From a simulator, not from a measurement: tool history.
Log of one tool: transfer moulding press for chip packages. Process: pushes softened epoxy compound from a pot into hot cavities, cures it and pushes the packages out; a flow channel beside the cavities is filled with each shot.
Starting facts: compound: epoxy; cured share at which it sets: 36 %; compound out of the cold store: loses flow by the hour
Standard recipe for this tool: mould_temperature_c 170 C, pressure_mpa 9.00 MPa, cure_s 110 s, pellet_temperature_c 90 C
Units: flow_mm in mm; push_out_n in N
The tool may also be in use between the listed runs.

| run | day | mould_temperature_c | pressure_mpa | cure_s | pellet_temperature_c | incoming compound's hours out of the cold store | flow_mm | push_out_n |
|---|---|---|---|---|---|---|---|---|
| 1 | 0.000 | 170 | 9.00 | 110 | 90 | 31.3 | 665 | 632 |
| 2 | 0.838 | 170 | 9.00 | 129 | 90 | 11.1 | 742 | 659 |
|  | 2.521 | cavities cleaned with cleaning compound and waxed |
| 3 | 2.708 | 170 | 8.33 | 110 | 90 | 34.8 | 619 | 489 |
| 4 | 4.083 | 170 | 9.00 | 110 | 90 | 34.3 | 640 | 658 |
| 5 | 4.821 | 170 | 9.00 | 110 | 90 | 27.3 | 662 | 724 |
| 6 | 6.100 | 170 | 9.00 | 110 | 90 | 25.9 | 666 | 804 |
|  | 6.508 | cavities cleaned with cleaning compound and waxed |
| 7 | 6.925 | 170 | 9.00 | 110 | 90 | 47.5 | 593 | 520 |
| 8 | 8.179 | 170 | 9.00 | 110 | 96 | 10.4 | 719 | 678 |
| 9 | 9.433 | 170 | 10.42 | 110 | 90 | 8.9 | 777 | 776 |
|  | 10.562 | cavities cleaned with cleaning compound and waxed |
| 10 | 11.183 | 170 | 10.42 | 110 | 90 | 13.6 | 751 | 553 |
| 11 | 12.112 | 170 | 10.42 | 110 | 90 | 26.4 | 699 | 643 |
|  | 12.608 | plunger's sealing rings changed |
| 12 | 13.979 | 170 | 10.42 | 110 | 90 | 26.0 | 729 | 727 |
|  | 14.708 | cavities cleaned with cleaning compound and waxed |
| 13 | 15.533 | 170 | 10.42 | 110 | 90 | 43.9 | 660 | 574 |
| 14 | 16.946 | 170 | 9.00 | 147 | 90 | 12.7 | 723 | 632 |
| 15 | 17.821 | 162 | 9.34 | 136 | 81 | 41.4 | 660 | 813 |
|  | 18.721 | cavities cleaned with cleaning compound and waxed |
| 16 | 18.996 | 162 | 9.34 | 136 | 81 | 45.0 | 644 | 543 |
| 17 | 20.496 | 162 | 9.34 | 136 | 81 | 21.7 | 725 | 735 |
| 18 | 21.392 | 162 | 9.34 | 136 | 81 | 42.8 | 645 | 781 |
|  | 22.725 | cavities cleaned with cleaning compound and waxed |
| 19 | 22.767 | 175 | 9.00 | 110 | 90 | 24.2 | 644 | 435 |
| 20 | 23.571 | 170 | 10.67 | 110 | 88 | 8.7 | 785 | 582 |
| 21 | 24.338 | 172 | 9.00 | 107 | 90 | 28.6 | 639 | 632 |
|  | 25.783 | plunger's sealing rings changed |
| 22 | 25.988 | 169 | 6.96 | 110 | 94 | 9.8 | 652 | 811 |
| 23 | 26.721 | 168 | 9.52 | 99 | 90 | 46.0 | 633 | 922 |
|  | 26.904 | cavities cleaned with cleaning compound and waxed |
| 24 | 28.171 | 170 | 9.00 | 120 | 90 | 24.9 | 679 | 598 |
|  | 29.288 | mould's thermocouples calibrated |
| 25 | 29.725 | 166 | 9.00 | 93 | 90 | 19.3 | 717 | 1327 |
| 26 | 30.508 | 166 | 9.00 | 93 | 90 | 22.9 | 699 | 1309 |
|  | 31.033 | cavities cleaned with cleaning compound and waxed |
| 27 | 32.138 | 170 | 9.00 | 110 | 92 | 45.5 | 601 | 645 |
| 28 | 33.875 | 175 | 9.97 | 112 | 82 | 20.5 | 701 | 672 |

Consider 3 possible next runs. They are alternatives, not a sequence: every one starts from the tool as it was left by run 28. What does each give?
|  | 35.079 | cavities cleaned with cleaning compound and waxed |
| A | 35.138 | 175 | 7.84 | 112 | 82 | 15.6 | ? | ? |
|  | 35.079 | cavities cleaned with cleaning compound and waxed |
| B | 35.138 | 175 | 9.00 | 110 | 90 | 20.1 | ? | ? |
|  | 35.079 | cavities cleaned with cleaning compound and waxed |
| C | 35.138 | 175 | 7.87 | 127 | 82 | 27.1 | ? | ? |

| run | flow_mm | push_out_n |
|---|---|---|
| A | 640 | 457 |
| B | 665 | 462 |
| C | 601 | 436 |
The same runs, with their run-to-run variation unchanged, on a tool lacking any hidden condition would have given:
| run | flow_mm | push_out_n |
|---|---|---|
| A | 662 | 434 |
| B | 688 | 439 |
| C | 622 | 414 |
